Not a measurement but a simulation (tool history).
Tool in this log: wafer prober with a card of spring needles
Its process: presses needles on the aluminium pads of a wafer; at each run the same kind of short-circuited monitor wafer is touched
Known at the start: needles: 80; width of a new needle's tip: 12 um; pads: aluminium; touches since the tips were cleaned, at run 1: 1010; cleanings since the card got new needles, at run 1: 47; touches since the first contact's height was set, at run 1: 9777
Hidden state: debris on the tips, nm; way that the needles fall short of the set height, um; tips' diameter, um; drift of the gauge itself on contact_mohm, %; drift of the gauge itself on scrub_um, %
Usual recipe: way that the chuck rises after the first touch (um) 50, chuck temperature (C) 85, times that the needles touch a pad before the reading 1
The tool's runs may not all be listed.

| run | hour | way that the chuck rises after the first touch (um) | chuck temperature (C) | times that the needles touch a pad before the reading | touches since the tips were cleaned | cleanings since the card got new needles | touches since the first contact's height was set | resistance of one needle with its contact and lead (mohm) | way that a needle slides on the pad (um) |
|---|---|---|---|---|---|---|---|---|---|
| 1 | 0.0 | 50 | 85 | 1 | 1010 | 47 | 9777 | 192 | 11.80 |
|  | 26.5 | tips cleaned on abrasive film |
|  | 59.7 | tips cleaned on abrasive film |
| 2 | 63.4 | 47 | 85 | 1 | 860 | 49 | 24267 | 191 | 11.06 |
|  | 91.1 | tips cleaned on abrasive film |
| 3 | 108.4 | 47 | 85 | 1 | 3962 | 50 | 34532 | 216 | 11.11 |
|  | 127.3 | tips cleaned on abrasive film |
|  | 159.0 | tips cleaned on abrasive film |
| 4 | 159.1 | 50 | 85 | 1 | 10 | 52 | 46107 | 177 | 11.66 |
|  | 191.5 | tips cleaned on abrasive film |
| 5 | 204.0 | 50 | 85 | 1 | 2865 | 53 | 56371 | 208 | 11.63 |
|  | 226.6 | tips cleaned on abrasive film |
| 6 | 250.4 | 50 | 85 | 3 | 5439 | 54 | 66977 | 191 | 11.63 |
|  | 260.2 | tips cleaned on abrasive film |
|  | 266.1 | height of the first contact set anew |
|  | 293.6 | tips cleaned on abrasive film |
| 7 | 301.9 | 50 | 39 | 3 | 1909 | 56 | 8180 | 178 | 11.83 |
|  | 327.0 | tips cleaned on abrasive film |
|  | 357.9 | tips cleaned on abrasive film |
| 8 | 357.9 | 50 | 93 | 3 | 0 | 58 | 20962 | 178 | 11.84 |
|  | 391.2 | tips cleaned on abrasive film |
| 9 | 420.1 | 52 | 86 | 2 | 6608 | 59 | 35176 | 207 | 12.28 |
|  | 423.2 | tips cleaned on abrasive film |
|  | 455.9 | tips cleaned on abrasive film |
| 10 | 461.8 | 52 | 86 | 2 | 1355 | 61 | 44686 | 190 | 12.23 |
|  | 490.6 | tips cleaned on abrasive film |
| 11 | 508.3 | 50 | 26 | 1 | 4057 | 62 | 55327 | 206 | 11.73 |

Below are 3 alternative next runs, each starting from the tool's condition after run 11. Predict each:
|  | 522.8 | tips cleaned on abrasive film |
|  | 554.1 | tips cleaned on abrasive film |
| A | 554.3 | 32 | 44 | 2 | 47 | 64 | 65824 | ? | ? |
|  | 522.8 | tips cleaned on abrasive film |
|  | 554.1 | tips cleaned on abrasive film |
| B | 554.3 | 32 | 27 | 1 | 47 | 64 | 65824 | ? | ? |
|  | 522.8 | tips cleaned on abrasive film |
|  | 554.1 | tips cleaned on abrasive film |
| C | 554.3 | 32 | 31 | 1 | 47 | 64 | 65824 | ? | ? |

| run | resistance of one needle with its contact and lead (mohm) | way that a needle slides on the pad (um) |
|---|---|---|
| A | 182 | 7.44 |
| B | 184 | 7.39 |
| C | 182 | 7.37 |
Take away the tool's hidden state, keep each run's random variation, and the runs would have read:
| run | resistance of one needle with its contact and lead (mohm) | way that a needle slides on the pad (um) |
|---|---|---|
| A | 172 | 7.62 |
| B | 168 | 7.57 |
| C | 167 | 7.56 |
